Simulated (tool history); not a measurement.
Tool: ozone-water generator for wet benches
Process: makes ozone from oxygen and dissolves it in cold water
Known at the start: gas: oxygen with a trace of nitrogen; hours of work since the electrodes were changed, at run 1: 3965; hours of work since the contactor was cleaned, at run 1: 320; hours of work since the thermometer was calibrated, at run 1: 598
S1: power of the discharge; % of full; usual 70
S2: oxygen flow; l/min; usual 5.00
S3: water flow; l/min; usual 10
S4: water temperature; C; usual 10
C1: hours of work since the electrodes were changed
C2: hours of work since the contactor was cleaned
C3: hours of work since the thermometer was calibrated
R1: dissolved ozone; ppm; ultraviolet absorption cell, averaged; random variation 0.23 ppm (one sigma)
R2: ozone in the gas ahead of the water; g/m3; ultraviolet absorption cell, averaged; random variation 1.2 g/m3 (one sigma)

run	hour	S1	S2	S3	S4	C1	C2	C3	R1	R2
1	0.0	70	5.00	10	10	3965	320	598	34.4	218.9
2	111.0	70	5.00	9	10	4048	403	681	36.7	217.8
3	232.5	70	5.00	9	8	4138	493	771	37.4	221.5
4	360.3	70	5.00	10	10	4234	588	867	34.7	220.5
5	491.5	70	5.00	10	10	4331	686	964	34.0	220.3
6	624.1	70	5.00	10	10	4430	785	1063	34.4	220.3
7	745.9	70	5.00	10	10	4521	876	1154	34.1	218.5
8	838.2	70	5.00	10	10	4590	945	1223	34.4	218.9
9	909.6	70	5.00	10	10	4643	998	1276	34.1	219.1
10	1041.3	70	5.00	10	10	4741	1096	1374	34.5	219.8
11	1122.8	70	3.44	10	10	4802	1157	1435	31.8	247.4
12	1203.0	56	3.44	10	10	4862	1217	1495	26.1	203.9
13	1269.4	56	3.44	10	10	4911	1266	1544	26.1	201.7
14	1357.5	56	3.44	10	10	4977	1332	1610	26.3	204.6
15	1461.6	70	5.00	10	10	5055	1409	1688	34.4	220.8
16	1553.3	70	5.00	13	10	5123	1478	1756	28.9	222.6
17	1613.9	70	3.80	10	10	5168	1523	1801	33.0	242.0
18	1735.9	51	6.31	10	7	5259	1614	1892	28.5	156.9
19	1846.7	51	6.74	10	7	5342	1696	1975	28.5	152.8
20	1923.5	51	6.74	10	7	5399	1754	2032	28.3	152.4
21	1986.4	51	6.74	10	7	5446	1801	2079	28.8	153.9
22	2077.5	51	6.74	10	12	5514	1869	2147	26.0	154.9
23	2159.6	86	5.00	6	6	5575	1930	2208	59.6	266.7
24	2276.6	86	5.00	6	6	5662	2017	2295	60.3	268.9
25	2354.5	86	5.00	15	14	5720	2075	2353	29.2	267.5
26	2478.4	75	3.00	8	8	5813	2167	2446	39.8	276.7
27	2564.0	75	3.00	8	8	5876	2231	2509	39.6	277.5
28	2643.3	51	2.77	7	16	5935	2290	2569	26.9	201.4
29	2769.5	51	4.14	13	6	6030	2384	2663	22.1	178.8
30	2890.9	51	4.14	13	6	6120	2475	2753	21.9	179.8
31	2974.6	51	4.14	13	6	6182	2537	2815	22.0	178.7
32	3044.3	51	4.14	13	6	6234	2589	2867	21.8	179.8
# hour 3137.9: gauge calibrated
33	3174.2	70	3.16	10	10	6331	2686	2964	31.3	250.0

How the hidden state differs across the entries between the runs, from the last listed run before each to the first after it:
Between runs 32 and 33: gauge calibrated (hour 3137.9)
  drift of the gauge itself on gas_g_m3, %: 2.75 -> 0.03
  measured less the result without the state, R2: +4.6 -> -0.4 g/m3
